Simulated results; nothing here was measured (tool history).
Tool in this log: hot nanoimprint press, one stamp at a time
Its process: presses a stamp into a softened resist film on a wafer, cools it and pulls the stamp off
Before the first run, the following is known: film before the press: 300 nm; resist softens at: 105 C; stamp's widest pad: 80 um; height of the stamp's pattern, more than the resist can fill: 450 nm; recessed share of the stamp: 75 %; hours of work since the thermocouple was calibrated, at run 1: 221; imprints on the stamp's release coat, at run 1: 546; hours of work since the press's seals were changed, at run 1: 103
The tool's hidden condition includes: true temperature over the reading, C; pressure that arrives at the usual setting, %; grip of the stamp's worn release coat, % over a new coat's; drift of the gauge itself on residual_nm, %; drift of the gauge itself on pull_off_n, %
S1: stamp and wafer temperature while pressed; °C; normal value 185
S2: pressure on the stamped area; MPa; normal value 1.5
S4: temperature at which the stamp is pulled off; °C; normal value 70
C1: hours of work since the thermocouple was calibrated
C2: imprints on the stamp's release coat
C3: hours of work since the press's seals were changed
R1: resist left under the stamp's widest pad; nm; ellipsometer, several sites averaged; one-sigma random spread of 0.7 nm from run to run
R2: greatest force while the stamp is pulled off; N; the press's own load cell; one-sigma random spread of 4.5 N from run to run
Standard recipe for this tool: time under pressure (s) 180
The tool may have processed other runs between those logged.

Run 1, hour 0: usual settings; C1 221; C2 546; C3 103. Result: R1 156 nm, R2 228 N.
Run 2, hour 8.6: usual settings; C1 226; C2 584; C3 108. Result: R1 157.3 nm, R2 217 N.
Run 3, hour 16.1: usual settings; C1 231; C2 616; C3 113. Result: R1 155.9 nm, R2 224 N.
Run 4, hour 22.7: usual settings; C1 235; C2 645; C3 117. Result: R1 155.7 nm, R2 225 N.
At hour 32.8: stamp cleaned and given a new release coat.
Run 5, hour 36.1: usual settings; C1 240; C2 14; C3 122. Result: R1 156.5 nm, R2 222 N.
Run 6, hour 43: usual settings but S2 2.25 MPa; C1 245; C2 44; C3 127. Result: R1 130.7 nm, R2 212 N.
Run 7, hour 51.4: usual settings but S2 2.25 MPa, S4 74 °C; C1 250; C2 81; C3 132. Result: R1 130 nm, R2 196 N.
Run 8, hour 57.4: usual settings but S2 2.25 MPa, S4 74 °C; C1 254; C2 107; C3 136. Result: R1 131.2 nm, R2 198 N.
Run 9, hour 64.8: usual settings but S2 1.15 MPa; C1 259; C2 139; C3 141. Result: R1 173.8 nm, R2 226 N.
Run 10, hour 70.5: usual settings but S2 1.15 MPa; C1 263; C2 164; C3 145. Result: R1 175.1 nm, R2 220 N.
Run 11, hour 77.1: usual settings but time under pressure (s) 92, S4 62 °C; C1 267; C2 193; C3 149. Result: R1 195.4 nm, R2 268 N.
Run 12, hour 87.6: usual settings but S1 177 °C, S2 1.32 MPa, time under pressure (s) 92, S4 62 °C; C1 274; C2 239; C3 156. Result: R1 239.1 nm, R2 257 N.
Run 13, hour 93.3: usual settings but S2 1.11 MPa, time under pressure (s) 152, S4 64 °C; C1 278; C2 263; C3 160. Result: R1 185.6 nm, R2 250 N.

Predict the results of run 14:
Run 14, hour 100.2: usual settings but S2 1.11 MPa, time under pressure (s) 144, S4 61 °C; C1 282; C2 294; C3 164. Result: R1 ?, R2 ?.

{"run 14": {"R1": 191.2, "R2": 263}}
Take away the tool's hidden state, keep the run-to-run variation as it was, and the same run would have given R1 188.6 nm, R2 261 N.
